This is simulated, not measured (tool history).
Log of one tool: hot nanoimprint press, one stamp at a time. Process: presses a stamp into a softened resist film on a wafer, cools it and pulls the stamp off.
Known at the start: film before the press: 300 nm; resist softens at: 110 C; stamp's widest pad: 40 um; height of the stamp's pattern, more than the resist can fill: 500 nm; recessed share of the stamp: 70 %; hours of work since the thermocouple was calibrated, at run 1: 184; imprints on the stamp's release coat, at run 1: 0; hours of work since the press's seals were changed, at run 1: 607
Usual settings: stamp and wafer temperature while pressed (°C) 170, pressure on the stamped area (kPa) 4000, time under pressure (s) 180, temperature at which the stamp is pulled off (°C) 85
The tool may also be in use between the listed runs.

run     day  stamp and wafer temperature while pressed (°C)  pressure on the stamped area (kPa)  time under pressure (s)  temperature at which the stamp is pulled off (°C)  hours of work since the thermocouple was calibrated  imprints on the stamp's release coat  hours of work since the press's seals were changed  resist left under the stamp's widest pad (Å)  greatest force while the stamp is pulled off (N)
  1   0.000                                             170                                4000                      180                                                 85                                                  184                                     0                                                 607                                          1367                                               108
  2   3.250                                             170                                4000                      180                                                 85                                                  234                                   327                                                 657                                          1345                                               108
  3   5.154                                             170                                4000                      180                                                 85                                                  263                                   519                                                 686                                          1337                                               120
  4   8.333                                             170                                4000                      143                                                 85                                                  312                                   838                                                 735                                          1436                                               127
      9.442  -- stamp cleaned and given a new release coat
     11.800  -- press's hydraulic seals changed and the load cell set to zero
  5  12.788                                             170                                4000                      143                                                 85                                                  372                                   303                                                  15                                          1390                                               107
  6  16.217                                             170                                4000                      143                                                 85                                                  424                                   648                                                  68                                          1378                                               122
  7  18.067                                             170                                4000                      180                                                 85                                                  453                                   834                                                  96                                          1253                                               123
     19.396  -- stamp cleaned and given a new release coat
  8  21.900                                             170                                4000                      180                                                 85                                                  508                                   252                                                 151                                          1232                                               107
     24.667  -- plate thermocouple calibrated
  9  25.579                                             163                                4000                      180                                                 85                                                   14                                   609                                                 206                                          2037                                               116
 10  28.271                                             170                                4000                      180                                                 85                                                   55                                   880                                                 248                                          1359                                               131
     29.088  -- stamp cleaned and given a new release coat
 11  30.421                                             171                                4000                      180                                                 85                                                   85                                   134                                                 277                                          1268                                               104

The next listed run, before its measurement:
 12  32.971                                             171                                4000                      180                                                 85                                                  124                                   390                                                 316                                             ?                                                 ?

resist left under the stamp's widest pad (Å): 1263
greatest force while the stamp is pulled off (N): 113
Without the tool's hidden state the same run would have given resist left under the stamp's widest pad (Å) 1290, greatest force while the stamp is pulled off (N) 102.
